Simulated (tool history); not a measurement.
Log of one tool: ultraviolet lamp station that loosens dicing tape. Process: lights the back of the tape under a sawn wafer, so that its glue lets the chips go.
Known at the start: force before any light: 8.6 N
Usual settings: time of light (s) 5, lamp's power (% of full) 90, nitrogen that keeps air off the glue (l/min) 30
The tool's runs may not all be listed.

run   hour  time of light (s)  lamp's power (% of full)  nitrogen that keeps air off the glue (l/min)  force that peels the tape off (N)  light that reached the tape (mJ/cm²)
  1    0.0                  5                        90                                            30                              0.420                                   497
  2   17.8                  5                        90                                            30                              0.416                                   496
  3   31.9                  5                        90                                            30                              0.418                                   494
  4   48.3                  5                        90                                            23                              0.538                                   494
  5   57.3                  5                        74                                            23                              0.816                                   400
  6   75.9                  5                        90                                            30                              0.460                                   485
  7   93.7                  5                        90                                            30                              0.438                                   483
  8  105.2                  5                        90                                            30                              0.460                                   472
  9  116.6                  5                        72                                            30                              0.699                                   382
 10  128.2                  5                        72                                            30                              0.752                                   376
 11  145.0                  5                        72                                            30                              0.731                                   375
 12  157.0                  5                        72                                            30                              0.761                                   374
 13  167.2                  7                        90                                            30                              0.273                                   650
 14  183.5                  7                        90                                            30                              0.269                                   646
     185.5  -- window cleaned of glue's vapour
 15  198.8                  7                        90                                            30                              0.294                                   611
 16  215.4                  4                        90                                            30                              0.891                                   347
 17  230.7                  8                        64                                            16                              0.724                                   488
     236.0  -- window cleaned of glue's vapour, once more
 18  245.2                  2                        88                                            18                              2.769                                   205
 19  262.6                  5                        90                                            23                              0.478                                   520
 20  280.7                  9                        64                                            30                              0.265                                   667
 21  296.5                  5                        93                                            59                              0.262                                   530
 22  305.4                  5                        93                                            59                              0.279                                   530
 23  319.1                  5                        93                                            59                              0.262                                   530
 24  338.0                  7                        77                                             9                              0.799                                   607
 25  352.4                  7                        77                                             9                              0.801                                   598
 26  365.0                  3                        90                                            57                              0.747                                   301
 27  374.2                  3                        90                                            57                              0.744                                   297
 28  392.0                  3                        90                                            25                              1.335                                   298

Hidden state or all else? Some run-to-run changes of force that peels the tape off (N), split into what the settings, what came in and random variation would give without the hidden state, and what is left for the hidden state (with any gauge scatter that isn't in both results):
The hidden state here: lamp's light, % of a new lamp's; light that the window lets through, % of a clean one's; drift of the gauge itself on peel_n, %; drift of the gauge itself on dose_mj_cm2, %.
Run 15 -> 16: time of light (s) 7 -> 4. force that peels the tape off (N) +0.597: hidden state +0.360, all else +0.237.
Run 17 -> 18: time of light (s) 8 -> 2, lamp's power (% of full) 64 -> 88, nitrogen that keeps air off the glue (l/min) 16 -> 18, window cleaned of glue's vapour, once more. force that peels the tape off (N) +2.045: hidden state +0.108, all else +1.937.
Run 18 -> 19: time of light (s) 2 -> 5, lamp's power (% of full) 88 -> 90, nitrogen that keeps air off the glue (l/min) 18 -> 23. force that peels the tape off (N) -2.291: hidden state -0.351, all else -1.940.
